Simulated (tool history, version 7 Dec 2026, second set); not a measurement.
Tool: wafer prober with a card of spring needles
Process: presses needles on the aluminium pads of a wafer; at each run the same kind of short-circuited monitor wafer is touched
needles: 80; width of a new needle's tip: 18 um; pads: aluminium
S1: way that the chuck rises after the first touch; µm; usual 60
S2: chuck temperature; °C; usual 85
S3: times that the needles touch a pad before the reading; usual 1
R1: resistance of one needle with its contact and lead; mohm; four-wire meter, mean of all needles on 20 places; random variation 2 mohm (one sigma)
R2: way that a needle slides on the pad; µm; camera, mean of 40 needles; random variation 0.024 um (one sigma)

run 1 hour=0 | S1=60 S2=85 S3=1 | R1=280 R2=13.65
-- hour=3.9 tips cleaned on abrasive film
-- hour=35.1 tips cleaned on abrasive film
run 2 hour=35.1 | S1=60 S2=85 S3=1 | R1=218 R2=13.58
run 3 hour=57.5 | S1=60 S2=85 S3=2 | R1=249 R2=13.58
-- hour=65.9 tips cleaned on abrasive film
run 4 hour=81.2 | S1=60 S2=85 S3=1 | R1=264 R2=13.54
-- hour=96.2 tips cleaned on abrasive film
run 5 hour=115.2 | S1=66 S2=85 S3=1 | R1=257 R2=14.93
-- hour=126.7 tips cleaned on abrasive film
run 6 hour=140.2 | S1=66 S2=85 S3=1 | R1=251 R2=14.92
-- hour=155.7 tips cleaned on abrasive film
run 7 hour=164.3 | S1=60 S2=85 S3=1 | R1=250 R2=13.47
-- hour=185.7 tips cleaned on abrasive film
run 8 hour=196.6 | S1=56 S2=85 S3=1 | R1=264 R2=12.53
-- hour=217.3 tips cleaned on abrasive film
run 9 hour=238.8 | S1=56 S2=85 S3=1 | R1=279 R2=12.5
-- hour=248.5 tips cleaned on abrasive film
-- hour=278.4 tips cleaned on abrasive film
run 10 hour=282.7 | S1=56 S2=85 S3=1 | R1=238 R2=12.47
-- hour=308.8 tips cleaned on abrasive film
run 11 hour=325.3 | S1=60 S2=85 S3=1 | R1=265 R2=13.43
-- hour=336 height of the first contact set anew
-- hour=339.2 tips cleaned on abrasive film
run 12 hour=351.4 | S1=60 S2=85 S3=1 | R1=256 R2=13.8
-- hour=370 tips cleaned on abrasive film
run 13 hour=372.5 | S1=60 S2=85 S3=1 | R1=230 R2=13.77
-- hour=401.1 tips cleaned on abrasive film
run 14 hour=408.5 | S1=60 S2=85 S3=1 | R1=239 R2=13.73
-- hour=430 tips cleaned on abrasive film
run 15 hour=436.1 | S1=60 S2=85 S3=1 | R1=244 R2=13.7
-- hour=460.4 tips cleaned on abrasive film
run 16 hour=463.1 | S1=60 S2=85 S3=1 | R1=233 R2=13.69
-- hour=490.9 tips cleaned on abrasive film
run 17 hour=500.7 | S1=44 S2=85 S3=1 | R1=298 R2=9.97
-- hour=521.3 tips cleaned on abrasive film
run 18 hour=530.3 | S1=44 S2=85 S3=1 | R1=280 R2=9.98
-- hour=551.5 tips cleaned on abrasive film
run 19 hour=560.7 | S1=44 S2=85 S3=1 | R1=288 R2=9.9
-- hour=583.2 tips cleaned on abrasive film
run 20 hour=590.8 | S1=41 S2=85 S3=2 | R1=262 R2=9.21
-- hour=614.8 tips cleaned on abrasive film
run 21 hour=617.1 | S1=41 S2=33 S3=1 | R1=243 R2=9.21

The next listed run, before its measurement:
-- hour=645.5 tips cleaned on abrasive film
run 22 hour=660.3 | S1=55 S2=33 S3=3 | R1=? R2=?

Run 22 gave R1 225 mohm, R2 12.37 µm.
Without the tool's hidden state the same run would have given R1 201 mohm, R2 12.64 µm.

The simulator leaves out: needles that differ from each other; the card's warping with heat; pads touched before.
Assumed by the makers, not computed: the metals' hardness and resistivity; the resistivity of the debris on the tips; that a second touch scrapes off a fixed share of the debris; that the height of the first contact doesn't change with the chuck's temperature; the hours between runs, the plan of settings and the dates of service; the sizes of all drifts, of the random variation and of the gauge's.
